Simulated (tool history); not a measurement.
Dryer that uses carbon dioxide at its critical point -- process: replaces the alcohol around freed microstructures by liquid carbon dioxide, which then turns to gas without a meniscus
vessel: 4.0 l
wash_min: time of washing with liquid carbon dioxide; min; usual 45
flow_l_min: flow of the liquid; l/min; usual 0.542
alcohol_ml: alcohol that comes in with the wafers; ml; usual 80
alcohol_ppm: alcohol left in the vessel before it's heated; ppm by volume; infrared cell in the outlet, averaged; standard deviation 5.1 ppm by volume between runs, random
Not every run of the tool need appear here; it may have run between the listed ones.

Run 1, day 0.000: usual settings. Result: alcohol_ppm 103 ppm by volume.
Run 2, day 0.862: usual settings. Result: alcohol_ppm 128 ppm by volume.
Run 3, day 1.621: usual settings but alcohol_ml 22 ml. Result: alcohol_ppm 54 ppm by volume.
Run 4, day 2.458: usual settings but alcohol_ml 22 ml. Result: alcohol_ppm 57 ppm by volume.
Run 5, day 2.871: usual settings but wash_min 47 min, alcohol_ml 22 ml. Result: alcohol_ppm 45 ppm by volume.
Run 6, day 3.612: usual settings but alcohol_ml 26 ml. Result: alcohol_ppm 62 ppm by volume.
Run 7, day 4.538: usual settings but alcohol_ml 26 ml. Result: alcohol_ppm 70 ppm by volume.
Run 8, day 5.267: usual settings but alcohol_ml 26 ml. Result: alcohol_ppm 55 ppm by volume.
Run 9, day 6.042: usual settings but wash_min 51 min, flow_l_min 0.405 l/min, alcohol_ml 85 ml. Result: alcohol_ppm 264 ppm by volume.
Run 10, day 6.979: usual settings but wash_min 28 min, flow_l_min 0.689 l/min, alcohol_ml 115 ml. Result: alcohol_ppm 449 ppm by volume.
Run 11, day 7.862: usual settings but wash_min 28 min, flow_l_min 0.689 l/min, alcohol_ml 115 ml. Result: alcohol_ppm 447 ppm by volume.
Run 12, day 8.400: usual settings. Result: alcohol_ppm 146 ppm by volume.

3 options for the next run, each taken on its own from the tool as it stands now. Forecast them:
Run A, day 9.000: usual settings but wash_min 33 min, flow_l_min 0.487 l/min, alcohol_ml 49 ml. Result: alcohol_ppm ?.
Run B, day 9.000: usual settings but flow_l_min 0.665 l/min. Result: alcohol_ppm ?.
Run C, day 9.000: usual settings but wash_min 65 min, flow_l_min 0.478 l/min, alcohol_ml 100 ml. Result: alcohol_ppm ?.

run  alcohol_ppm
  A          421
  B           76
  C           73
With no hidden state in the tool, these same runs would have given:
run  alcohol_ppm
  A          311
  B           25
  C           22
